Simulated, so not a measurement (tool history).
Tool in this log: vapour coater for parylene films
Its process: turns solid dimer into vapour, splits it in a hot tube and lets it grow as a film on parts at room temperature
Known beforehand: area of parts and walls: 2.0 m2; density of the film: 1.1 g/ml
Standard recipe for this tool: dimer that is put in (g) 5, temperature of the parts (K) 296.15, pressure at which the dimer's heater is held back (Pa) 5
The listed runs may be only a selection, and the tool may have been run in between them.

| run | hour | dimer that is put in (g) | temperature of the parts (K) | pressure at which the dimer's heater is held back (Pa) | thickness of the film (nm) |
|---|---|---|---|---|---|
| 1 | 0 | 5 | 296.15 | 5 | 1110 |
| 2 | 21.4 | 5 | 296.15 | 7.56 | 1040 |
| 3 | 39.9 | 5 | 296.15 | 7.56 | 1070 |
| 4 | 56.5 | 5 | 296.15 | 7.56 | 1050 |
| 5 | 70.7 | 5 | 296.15 | 7.56 | 1020 |
| 6 | 87.6 | 5 | 296.15 | 7.56 | 1030 |
| 7 | 108.2 | 5 | 305.15 | 5 | 900 |
| 8 | 122.9 | 5 | 305.15 | 5 | 900 |
| 9 | 139.4 | 4 | 289.15 | 3.91 | 1070 |
| 10 | 150.7 | 3 | 291.15 | 10.54 | 650 |
| 11 | 171.8 | 3 | 291.15 | 10.54 | 660 |
| 12 | 194.5 | 3 | 291.15 | 10.54 | 660 |

Run 13 comes next. What will it give?
| 13 | 210.1 | 3 | 291.15 | 10.54 | ? |

{"run 13": {"thickness of the film (nm)": 670}}
If the tool had no hidden condition, the same run with the same run-to-run variation would have returned thickness of the film (nm) 670.
